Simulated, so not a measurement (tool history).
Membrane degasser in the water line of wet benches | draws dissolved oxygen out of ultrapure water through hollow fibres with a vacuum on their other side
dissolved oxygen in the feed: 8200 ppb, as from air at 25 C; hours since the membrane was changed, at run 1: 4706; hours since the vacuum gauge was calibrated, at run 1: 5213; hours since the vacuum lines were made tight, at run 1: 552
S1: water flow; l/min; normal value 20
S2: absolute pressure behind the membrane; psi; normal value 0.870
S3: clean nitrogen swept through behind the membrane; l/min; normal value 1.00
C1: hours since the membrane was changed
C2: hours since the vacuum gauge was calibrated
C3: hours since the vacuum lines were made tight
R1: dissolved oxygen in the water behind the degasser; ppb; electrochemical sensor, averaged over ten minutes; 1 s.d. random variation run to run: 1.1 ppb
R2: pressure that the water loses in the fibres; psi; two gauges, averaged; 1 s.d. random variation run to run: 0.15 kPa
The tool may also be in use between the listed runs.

{"run": 1, "hour": 0.0, "S1": 20, "S2": 0.87, "S3": 1.0, "C1": 4706, "C2": 5213, "C3": 552, "R1": 129.1, "R2": 4.641}
{"run": 2, "hour": 176.8, "S1": 20, "S2": 0.87, "S3": 1.0, "C1": 4882, "C2": 5390, "C3": 728, "R1": 130.5, "R2": 4.605}
{"run": 3, "hour": 292.8, "S1": 20, "S2": 0.87, "S3": 1.0, "C1": 4998, "C2": 5506, "C3": 844, "R1": 130.1, "R2": 4.631}
{"run": 4, "hour": 408.7, "S1": 20, "S2": 0.87, "S3": 1.0, "C1": 5114, "C2": 5622, "C3": 960, "R1": 128.4, "R2": 4.615}
{"run": 5, "hour": 493.9, "S1": 20, "S2": 0.87, "S3": 1.0, "C1": 5200, "C2": 5707, "C3": 1046, "R1": 128.2, "R2": 4.57}
{"run": 6, "hour": 578.3, "S1": 20, "S2": 0.87, "S3": 1.0, "C1": 5284, "C2": 5792, "C3": 1130, "R1": 127.3, "R2": 4.579}
{"run": 7, "hour": 752.3, "S1": 20, "S2": 0.87, "S3": 1.0, "C1": 5458, "C2": 5966, "C3": 1304, "R1": 128.1, "R2": 4.618}
{"run": 8, "hour": 921.6, "S1": 20, "S2": 0.87, "S3": 1.0, "C1": 5627, "C2": 6135, "C3": 1473, "R1": 128.0, "R2": 4.586}
{"run": 9, "hour": 1010.7, "S1": 15, "S2": 0.87, "S3": 1.0, "C1": 5716, "C2": 6224, "C3": 1562, "R1": 96.5, "R2": 3.414}
{"run": 10, "hour": 1119.1, "S1": 20, "S2": 0.87, "S3": 1.0, "C1": 5825, "C2": 6332, "C3": 1671, "R1": 128.7, "R2": 4.551}
{"run": 11, "hour": 1200.9, "S1": 20, "S2": 0.87, "S3": 1.0, "C1": 5907, "C2": 6414, "C3": 1753, "R1": 127.1, "R2": 4.573}
{"run": 12, "hour": 1371.8, "S1": 22, "S2": 0.985, "S3": 2.66, "C1": 6077, "C2": 6585, "C3": 1923, "R1": 80.1, "R2": 5.004}
{"run": 13, "hour": 1528.6, "S1": 13, "S2": 0.983, "S3": 1.31, "C1": 6234, "C2": 6742, "C3": 2080, "R1": 82.8, "R2": 2.967}
{"hour": 1552.1, "done": "vacuum gauge calibrated"}
{"run": 14, "hour": 1684.9, "S1": 17, "S2": 1.379, "S3": 2.43, "C1": 6390, "C2": 133, "C3": 2236, "R1": 106.2, "R2": 3.89}
{"run": 15, "hour": 1866.1, "S1": 32, "S2": 0.947, "S3": 1.71, "C1": 6571, "C2": 314, "C3": 2417, "R1": 202.1, "R2": 7.281}
{"run": 16, "hour": 2038.8, "S1": 32, "S2": 0.947, "S3": 1.71, "C1": 6744, "C2": 487, "C3": 2590, "R1": 201.4, "R2": 7.25}
{"run": 17, "hour": 2185.1, "S1": 32, "S2": 0.947, "S3": 1.71, "C1": 6890, "C2": 633, "C3": 2736, "R1": 200.5, "R2": 7.182}
{"run": 18, "hour": 2319.5, "S1": 32, "S2": 0.947, "S3": 1.71, "C1": 7025, "C2": 767, "C3": 2871, "R1": 201.6, "R2": 7.229}
{"hour": 2327.4, "done": "gauge calibrated"}
{"run": 19, "hour": 2412.3, "S1": 32, "S2": 1.63, "S3": 0.74, "C1": 7117, "C2": 860, "C3": 2963, "R1": 697.2, "R2": 7.394}
{"run": 20, "hour": 2533.7, "S1": 18, "S2": 1.842, "S3": 0.52, "C1": 7239, "C2": 982, "C3": 3085, "R1": 639.3, "R2": 4.165}
{"run": 21, "hour": 2645.8, "S1": 18, "S2": 1.842, "S3": 0.52, "C1": 7351, "C2": 1094, "C3": 3197, "R1": 644.3, "R2": 4.189}

Each row is a separate what-if for the run after 21, all from the same tool condition, not one after another. Results?
{"run": "A", "hour": 2788.3, "S1": 18, "S2": 1.559, "S3": 0.52, "C1": 7494, "C2": 1236, "C3": 3340, "R1": "?", "R2": "?"}
{"run": "B", "hour": 2788.3, "S1": 15, "S2": 0.87, "S3": 1.0, "C1": 7494, "C2": 1236, "C3": 3340, "R1": "?", "R2": "?"}
{"run": "C", "hour": 2788.3, "S1": 24, "S2": 0.87, "S3": 0.41, "C1": 7494, "C2": 1236, "C3": 3340, "R1": "?", "R2": "?"}
{"run": "D", "hour": 2788.3, "S1": 24, "S2": 0.748, "S3": 2.76, "C1": 7494, "C2": 1236, "C3": 3340, "R1": "?", "R2": "?"}
{"run": "E", "hour": 2788.3, "S1": 18, "S2": 1.842, "S3": 0.64, "C1": 7494, "C2": 1236, "C3": 3340, "R1": "?", "R2": "?"}

run=A R1=510.0 R2=4.141
run=B R1=95.8 R2=3.455
run=C R1=306.5 R2=5.513
run=D R1=56.5 R2=5.516
run=E R1=532.6 R2=4.174
With no hidden state in the tool, these same runs would have given:
run=A R1=510.0 R2=4.161
run=B R1=95.7 R2=3.472
run=C R1=306.4 R2=5.542
run=D R1=56.5 R2=5.543
run=E R1=532.6 R2=4.196
